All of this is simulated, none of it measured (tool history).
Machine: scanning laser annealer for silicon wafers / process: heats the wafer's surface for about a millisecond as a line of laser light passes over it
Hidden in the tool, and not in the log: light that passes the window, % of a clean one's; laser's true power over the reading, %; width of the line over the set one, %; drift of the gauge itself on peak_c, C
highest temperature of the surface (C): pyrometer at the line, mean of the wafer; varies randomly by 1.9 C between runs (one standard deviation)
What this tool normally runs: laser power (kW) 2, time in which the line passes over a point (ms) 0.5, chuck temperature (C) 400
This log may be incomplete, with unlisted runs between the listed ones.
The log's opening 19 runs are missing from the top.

run	hour	laser power (kW)	time in which the line passes over a point (ms)	chuck temperature (C)	hours of work since the window was cleaned	hours of work since the power meter was calibrated	hours of work since the optics were aligned	highest temperature of the surface (C)
20	165.9	2	0.529	400	29	342	1143	1236
21	172.6	1.854	0.512	391	34	347	1148	1154
22	177.3	1.892	0.387	400	38	351	1152	1068
23	185.3	2.068	0.387	377	44	357	1158	1110
24	193.3	2.068	0.353	377	50	363	1164	1073
25	202.5	2.068	0.353	377	57	370	1171	1074
26	213.4	1.804	0.596	377	65	378	1179	1178
27	222.4	1.723	0.396	409	72	385	1186	1026
28	228.9	1.948	0.563	409	77	390	1191	1248
29	236.7	2	0.454	400	83	396	1197	1166
30	247.5	2.147	0.393	383	91	404	1205	1141
31	254.7	2.032	0.358	399	97	410	1211	1084
32	264.2	1.977	0.358	399	104	417	1218	1067
33	270.9	1.977	0.358	399	109	422	1223	1067
34	278.6	1.977	0.522	399	115	428	1229	1212
35	287.1	1.977	0.522	399	121	435	1235	1211
36	293.1	1.977	0.522	399	126	439	1240	1212
37	303.7	1.853	0.517	382	134	447	1248	1139
38	310.9	1.853	0.517	382	140	453	1254	1141
39	315.5	1.94	0.38	367	143	456	1257	1040
40	324.2	1.94	0.357	371	150	463	1264	1017

Predict each of these 4 candidate next runs independently; none follows another, all start after run 40:
A	334.2	1.702	0.386	386	157	471	1271	?
B	334.2	1.736	0.371	400	157	471	1271	?
C	334.2	2.043	0.61	400	157	471	1271	?
D	334.2	2	0.46	400	157	471	1271	?

run	highest temperature of the surface (C)
A	982
B	998
C	1304
D	1165
Without the tool's hidden state the same runs would have given:
run	highest temperature of the surface (C)
A	1004
B	1020
C	1337
D	1193
